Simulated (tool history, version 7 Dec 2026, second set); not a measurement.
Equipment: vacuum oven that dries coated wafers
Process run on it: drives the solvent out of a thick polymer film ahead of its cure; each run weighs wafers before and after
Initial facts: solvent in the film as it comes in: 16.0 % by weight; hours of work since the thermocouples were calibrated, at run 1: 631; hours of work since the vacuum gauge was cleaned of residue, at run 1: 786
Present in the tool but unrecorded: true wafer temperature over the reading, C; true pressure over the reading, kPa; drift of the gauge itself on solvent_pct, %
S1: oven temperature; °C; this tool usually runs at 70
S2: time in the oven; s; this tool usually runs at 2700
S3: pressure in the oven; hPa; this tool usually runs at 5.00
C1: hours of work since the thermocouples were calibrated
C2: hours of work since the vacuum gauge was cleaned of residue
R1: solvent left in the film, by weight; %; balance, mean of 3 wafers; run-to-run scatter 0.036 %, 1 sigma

run,hour,S1,S2,S3,C1,C2,R1
1,0.0,70,2700,5.00,631,786,3.73
2,60.4,56,2700,5.00,669,824,8.94
# hour 82.9: oven's thermocouples calibrated
3,141.1,70,2700,5.00,36,873,3.55
4,218.2,70,2700,5.43,85,921,3.55
5,263.6,70,2700,5.00,113,950,3.49
# hour 323.8: oven's thermocouples calibrated, once more
6,341.2,70,2700,5.00,11,997,4.07
7,407.0,70,2700,5.00,52,1038,4.07
8,447.5,70,2760,5.00,77,1064,4.03
9,497.1,57,4140,3.35,109,1095,7.04
10,535.9,57,4140,3.35,133,1119,7.01
11,600.3,84,2400,18.38,173,1159,2.28
12,637.7,73,1920,4.64,197,1183,4.46
13,687.3,73,4020,5.00,228,1214,1.94
# hour 736.0: vacuum gauge cleaned of residue and calibrated
14,760.1,59,1560,7.75,272,15,10.07
15,834.9,81,4200,5.00,319,62,0.61
16,885.8,80,3120,5.00,351,94,0.95

Here are 4 independent what-if runs from the current tool condition. What would each one return?
A,953.0,55,1500,5.00,393,136,?
B,953.0,80,1680,19.44,393,136,?
C,953.0,80,3120,3.04,393,136,?
D,953.0,84,3000,5.00,393,136,?

run,R1
A,10.91
B,3.75
C,0.70
D,0.63
Take away the tool's hidden state, keep each run's random variation, and the runs would have read:
run,R1
A,11.00
B,3.89
C,0.73
D,0.65
